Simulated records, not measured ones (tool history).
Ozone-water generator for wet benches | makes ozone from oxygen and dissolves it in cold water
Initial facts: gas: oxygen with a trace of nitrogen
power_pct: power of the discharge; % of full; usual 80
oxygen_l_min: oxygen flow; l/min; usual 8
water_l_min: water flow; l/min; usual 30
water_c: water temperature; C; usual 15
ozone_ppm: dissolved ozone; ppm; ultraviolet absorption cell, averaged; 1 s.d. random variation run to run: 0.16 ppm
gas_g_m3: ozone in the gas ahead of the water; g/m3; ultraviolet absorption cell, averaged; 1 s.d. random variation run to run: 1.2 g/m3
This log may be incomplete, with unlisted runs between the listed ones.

run    hour  power_pct  oxygen_l_min  water_l_min  water_c  ozone_ppm  gas_g_m3
  1       0         80             8           30       15       19.8     217.6
  2      28         80             8           19       15       29.6     219.3
  3    55.2         80             8           30       15       19.6     219.3
  4   120.1         80             8           30       15       19.7     219.9
  5   187.2         80             8           30       12       20.5     217.5
  6   229.3         80             8           30       12       20.5       217
  7   276.8         80             8           30       15       19.6     217.9
  8   326.7         80             8           30       15       19.7     215.1
  9   368.4         80             8           30       15       19.5     215.1
 10     423         80             8           30       15       19.5     216.1
 11   459.9         80             8           30       15       19.3     216.5
 12   521.3         80             8           30       15       19.7     215.7
 13   555.9         80             8           30       15       19.7       213
 14   591.7         80             8           32       15       18.3     215.7
 15   644.8         44             8           30       15       11.9       132
 16   707.8         44             8           30       15       11.8     130.4
 17   743.2         44             8           30       15       11.7     131.9
 18   775.7         44             8           30       15         12     132.6
 19   835.8         44             8           30       15       11.7     132.3
 20     864         44             8           30       15       11.7     132.2
 21   925.1         44             8           30       15       11.9     131.8
 22   976.1         44             8           30        8       12.9     131.5
 23  1020.5         56         13.76           36        8       14.6     127.9
 24  1065.4         56         14.32           48        8       10.8     124.9
 25  1119.4         56         14.32           47        8       10.9     126.8
 26  1161.4         56         14.32           32        8       15.8     125.3
 27  1228.2         80          4.14           20       11       25.6     273.5
 28  1261.9         71          6.72           31       10       17.1     206.8
 29  1293.7         45             8           30       15       11.8     134.5
 30  1326.6         64          7.45           29        8       17.7       182
 31  1390.6         64         10.58           42        8       12.8     155.8
 32  1441.3         64         10.58           42        8       12.7     157.1
 33  1470.9         56             8           24       15       17.3     159.2

For each run, the measured value with the value that run would have given without the tool's hidden condition subtracted. The run-to-run variation is shared by both, the gauge scatter possibly not:
Hidden state present: yield of the discharge, % of new electrodes'; contactor's efficiency, % of a clean one's; true water temperature over the reading, C; drift of the gauge itself on ozone_ppm, %; drift of the gauge itself on gas_g_m3, %.
run  ozone_ppm  gas_g_m3
  1       -0.4      -2.2
  2       -0.6      -2.4
  3       -0.5      -2.6
  4       -0.5        -3
  5       -0.6      -3.4
  6       -0.6      -3.6
  7       -0.6      -3.9
  8       -0.7      -4.2
  9       -0.7      -4.5
 10       -0.7      -4.9
 11       -0.8        -5
 12       -0.8      -5.4
 13       -0.8      -5.6
 14       -0.8      -5.8
 15       -0.4      -2.1
 16       -0.4      -2.2
 17       -0.4      -2.3
 18       -0.4      -2.4
 19       -0.4      -2.6
 20       -0.5      -2.6
 21       -0.5      -2.7
 22       -0.6      -2.9
 23       -0.8      -3.8
 24       -0.6      -3.8
 25       -0.7      -4.1
 26       -0.9      -4.1
 27       -1.8     -12.8
 28       -1.2        -9
 29       -0.7      -3.7
 30       -1.2      -7.6
 31         -1      -6.8
 32         -1      -7.1
 33       -1.2      -6.4
